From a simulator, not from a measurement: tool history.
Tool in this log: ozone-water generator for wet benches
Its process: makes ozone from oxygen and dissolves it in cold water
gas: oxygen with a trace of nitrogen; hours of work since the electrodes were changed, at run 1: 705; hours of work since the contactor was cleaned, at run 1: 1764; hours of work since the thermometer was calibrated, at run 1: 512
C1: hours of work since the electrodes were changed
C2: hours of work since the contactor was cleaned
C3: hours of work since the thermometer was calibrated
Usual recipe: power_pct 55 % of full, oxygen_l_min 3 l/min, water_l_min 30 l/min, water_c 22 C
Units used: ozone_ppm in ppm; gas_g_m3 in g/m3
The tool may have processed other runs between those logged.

Run 1, hour 0: usual settings; C1 705; C2 1764; C3 512. Result: ozone_ppm 12 ppm, gas_g_m3 213.5 g/m3.
Run 2, hour 17.4: usual settings; C1 722; C2 1781; C3 529. Result: ozone_ppm 11.8 ppm, gas_g_m3 213.3 g/m3.
Run 3, hour 38.5: usual settings but water_c 21 C; C1 742; C2 1801; C3 549. Result: ozone_ppm 12.2 ppm, gas_g_m3 213.4 g/m3.
Run 4, hour 66.1: usual settings but water_c 21 C; C1 768; C2 1827; C3 575. Result: ozone_ppm 12.1 ppm, gas_g_m3 215.4 g/m3.
Run 5, hour 82: usual settings but water_c 21 C; C1 783; C2 1842; C3 590. Result: ozone_ppm 12 ppm, gas_g_m3 216.1 g/m3.
Run 6, hour 110.8: usual settings but power_pct 51 % of full; C1 811; C2 1870; C3 618. Result: ozone_ppm 11.4 ppm, gas_g_m3 206.9 g/m3.
Run 7, hour 131.9: usual settings but power_pct 51 % of full; C1 831; C2 1890; C3 638. Result: ozone_ppm 11.5 ppm, gas_g_m3 206.3 g/m3.
Run 8, hour 163.4: usual settings but power_pct 51 % of full; C1 861; C2 1920; C3 668. Result: ozone_ppm 11.2 ppm, gas_g_m3 206.9 g/m3.
Run 9, hour 190.2: usual settings but oxygen_l_min 3.5 l/min; C1 887; C2 1946; C3 694. Result: ozone_ppm 11.9 ppm, gas_g_m3 195 g/m3.
Run 10, hour 209.1: usual settings; C1 905; C2 1964; C3 712. Result: ozone_ppm 12 ppm, gas_g_m3 214.7 g/m3.
Run 11, hour 224.7: usual settings but oxygen_l_min 3.22 l/min; C1 920; C2 1979; C3 727. Result: ozone_ppm 11.9 ppm, gas_g_m3 206.4 g/m3.
Run 12, hour 252.3: usual settings but oxygen_l_min 3.22 l/min; C1 946; C2 2005; C3 753. Result: ozone_ppm 12 ppm, gas_g_m3 208.5 g/m3.
Run 13, hour 269.6: usual settings but oxygen_l_min 3.22 l/min; C1 963; C2 2022; C3 770. Result: ozone_ppm 11.9 ppm, gas_g_m3 205.5 g/m3.
Run 14, hour 288: usual settings but power_pct 49 % of full, oxygen_l_min 3.22 l/min; C1 980; C2 2039; C3 787. Result: ozone_ppm 11.2 ppm, gas_g_m3 194.5 g/m3.
Run 15, hour 316.5: usual settings but power_pct 49 % of full, oxygen_l_min 3.22 l/min; C1 1007; C2 2066; C3 814. Result: ozone_ppm 11.1 ppm, gas_g_m3 196.1 g/m3.
Run 16, hour 341.9: usual settings; C1 1032; C2 2091; C3 839. Result: ozone_ppm 11.9 ppm, gas_g_m3 219.4 g/m3.
Run 17, hour 362: usual settings but oxygen_l_min 1.6 l/min, water_l_min 36 l/min, water_c 27 C; C1 1051; C2 2110; C3 858. Result: ozone_ppm 8.7 ppm, gas_g_m3 333.3 g/m3.
Run 18, hour 385.3: usual settings but power_pct 44 % of full, water_l_min 45 l/min; C1 1073; C2 2132; C3 880. Result: ozone_ppm 7 ppm, gas_g_m3 193.7 g/m3.
Run 19, hour 401.9: usual settings but power_pct 44 % of full, water_l_min 45 l/min; C1 1089; C2 2148; C3 896. Result: ozone_ppm 6.9 ppm, gas_g_m3 191.8 g/m3.
Run 20, hour 425.6: usual settings but power_pct 44 % of full, water_l_min 45 l/min; C1 1112; C2 2171; C3 919. Result: ozone_ppm 6.9 ppm, gas_g_m3 194.4 g/m3.
At hour 428.7: gauge calibrated.
Run 21, hour 444.1: usual settings but water_l_min 37 l/min; C1 1129; C2 2188; C3 936. Result: ozone_ppm 9.7 ppm, gas_g_m3 216.5 g/m3.
Run 22, hour 470.6: usual settings but water_l_min 37 l/min; C1 1155; C2 2214; C3 962. Result: ozone_ppm 9.7 ppm, gas_g_m3 215.9 g/m3.
Run 23, hour 494.2: usual settings but power_pct 48 % of full, oxygen_l_min 5.39 l/min; C1 1177; C2 2236; C3 984. Result: ozone_ppm 11.1 ppm, gas_g_m3 133.5 g/m3.
Run 24, hour 520.2: usual settings but power_pct 48 % of full, oxygen_l_min 5.39 l/min; C1 1202; C2 2261; C3 1009. Result: ozone_ppm 11 ppm, gas_g_m3 133.5 g/m3.
Run 25, hour 539.1: usual settings but power_pct 79 % of full, oxygen_l_min 3.69 l/min, water_c 16 C; C1 1220; C2 2279; C3 1027. Result: ozone_ppm 15.7 ppm, gas_g_m3 229.8 g/m3.
Run 26, hour 567.7: usual settings but power_pct 75 % of full, water_l_min 24 l/min, water_c 18 C; C1 1247; C2 2307; C3 1055. Result: ozone_ppm 18 ppm, gas_g_m3 261.6 g/m3.
Run 27, hour 588.4: usual settings but power_pct 75 % of full, water_l_min 24 l/min, water_c 18 C; C1 1267; C2 2326; C3 1074. Result: ozone_ppm 18.3 ppm, gas_g_m3 260.8 g/m3.
Run 28, hour 603.6: usual settings but power_pct 61 % of full, oxygen_l_min 4.01 l/min, water_l_min 48 l/min, water_c 16 C; C1 1282; C2 2341; C3 1089. Result: ozone_ppm 8.1 ppm, gas_g_m3 189.3 g/m3.
Run 29, hour 619.8: usual settings but oxygen_l_min 4.35 l/min, water_l_min 39 l/min, water_c 18 C; C1 1297; C2 2356; C3 1104. Result: ozone_ppm 9.7 ppm, gas_g_m3 168.5 g/m3.
Run 30, hour 651.4: usual settings but oxygen_l_min 4.35 l/min, water_l_min 39 l/min, water_c 18 C; C1 1327; C2 2386; C3 1134. Result: ozone_ppm 9.8 ppm, gas_g_m3 168.6 g/m3.
Run 31, hour 669.7: usual settings but oxygen_l_min 4.35 l/min, water_l_min 39 l/min, water_c 18 C; C1 1345; C2 2404; C3 1152. Result: ozone_ppm 9.6 ppm, gas_g_m3 168.6 g/m3.
Run 32, hour 691.5: usual settings but power_pct 41 % of full, water_c 16 C; C1 1366; C2 2425; C3 1173. Result: ozone_ppm 10.5 ppm, gas_g_m3 186.6 g/m3.

5 options for the next run, each taken on its own from the tool as it stands now. Forecast them:
Run A, hour 721.8: usual settings but power_pct 84 % of full, oxygen_l_min 4.25 l/min; C1 1395; C2 2454; C3 1202. Result: ozone_ppm ?, gas_g_m3 ?.
Run B, hour 721.8: usual settings but oxygen_l_min 1.94 l/min; C1 1395; C2 2454; C3 1202. Result: ozone_ppm ?, gas_g_m3 ?.
Run C, hour 721.8: usual settings but power_pct 65 % of full; C1 1395; C2 2454; C3 1202. Result: ozone_ppm ?, gas_g_m3 ?.
Run D, hour 721.8: usual settings but power_pct 78 % of full, water_c 16 C; C1 1395; C2 2454; C3 1202. Result: ozone_ppm ?, gas_g_m3 ?.
Run E, hour 721.8: usual settings but oxygen_l_min 2.22 l/min, water_c 14 C; C1 1395; C2 2454; C3 1202. Result: ozone_ppm ?, gas_g_m3 ?.

run  ozone_ppm  gas_g_m3
  A         15     221.4
  B       11.3     292.6
  C       13.2     241.2
  D         15     267.7
  E       12.1     268.2
With the hidden condition removed and each run's random variation left untouched, the same runs would have given:
run  ozone_ppm  gas_g_m3
  A         15     217.2
  B       11.3       287
  C       13.2     236.7
  D         15     262.6
  E       12.1       263
